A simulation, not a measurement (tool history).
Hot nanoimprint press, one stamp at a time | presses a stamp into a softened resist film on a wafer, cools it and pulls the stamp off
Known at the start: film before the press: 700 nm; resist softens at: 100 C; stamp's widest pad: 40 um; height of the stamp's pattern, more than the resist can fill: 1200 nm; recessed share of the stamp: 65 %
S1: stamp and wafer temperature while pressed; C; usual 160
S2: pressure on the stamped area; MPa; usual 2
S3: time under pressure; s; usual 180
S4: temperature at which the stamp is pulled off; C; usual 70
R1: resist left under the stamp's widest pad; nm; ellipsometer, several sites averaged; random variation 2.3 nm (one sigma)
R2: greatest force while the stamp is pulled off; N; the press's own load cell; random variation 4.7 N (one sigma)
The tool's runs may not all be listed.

run,hour,S1,S2,S3,S4,R1,R2
1,0,160,2,180,70,411.4,284
# hour 75.7: plate thermocouple calibrated
2,87.1,160,2,108,70,460.2,277
3,140.3,160,2,223,70,372.4,302
4,194,160,2,180,70,402.6,306
# hour 255.7: stamp cleaned and given a new release coat
5,269.1,160,2,180,70,400.5,230
6,356.6,160,2,180,70,404.6,250
# hour 421.4: press's hydraulic seals changed and the load cell set to zero
7,433.4,160,2,180,70,390.8,254
8,478.5,160,2,180,70,389.2,264
9,518.5,160,2,180,70,391.2,267
10,596.3,160,2,180,70,395.4,290
11,658,160,2,180,70,395.3,292
12,695.3,160,2,180,70,397,290
13,771.1,160,2,180,71,400.3,309
# hour 803.2: stamp cleaned and given a new release coat
14,821.8,160,2,180,70,402.6,234
15,908.6,160,2,180,67,404.5,251
# hour 951.3: plate thermocouple calibrated
16,999.2,162,2.86,180,77,309,241
17,1056.2,160,2,96,70,473.7,260
18,1095.3,160,2,96,70,480.2,268
19,1150.2,158,2.29,96,61,493,313
20,1194.9,158,1.96,144,72,466,283
21,1232.8,158,1.96,144,72,469.7,287
22,1287.7,160,1.5,156,70,460.4,303
# hour 1344.1: stamp cleaned and given a new release coat
23,1360.3,159,2.25,95,70,484.1,233
24,1439.2,160,2,118,70,459.4,241
25,1478.9,160,2.66,94,55,450.6,297
26,1557.9,160,2,171,70,412.1,263
27,1617.2,149,2,118,70,613.4,270
28,1690.2,171,2.06,354,63,191.1,302
29,1753.8,171,2.06,354,63,189.1,307

Measured less the same run without the tool's hidden state. The same run-to-run variation is in both; the gauge's scatter may not be:
The hidden state here: true temperature over the reading, C; pressure that arrives at the usual setting, %; grip of the stamp's worn release coat, % over a new coat's; drift of the gauge itself on residual_nm, %; drift of the gauge itself on pull_off_n, %.
run,R1,R2
1,+28.7,+47
2,+12.9,+54
3,+14.3,+66
4,+16.1,+74
5,+18,+3
6,+20.5,+16
7,+7.2,+26
8,+8.3,+33
9,+9.4,+39
10,+11.6,+53
11,+13.3,+62
12,+14.4,+66
13,+16.5,+80
14,+17.8,+4
15,+20.1,+18
16,+11.7,+28
17,+12.3,+37
18,+13.4,+43
19,+15.7,+59
20,+16.5,+59
21,+17.6,+64
22,+16.8,+75
23,+21.5,+4
24,+22.8,+16
25,+27.3,+25
26,+26.1,+34
27,+17.2,+43
28,+16.7,+58
29,+17.5,+68
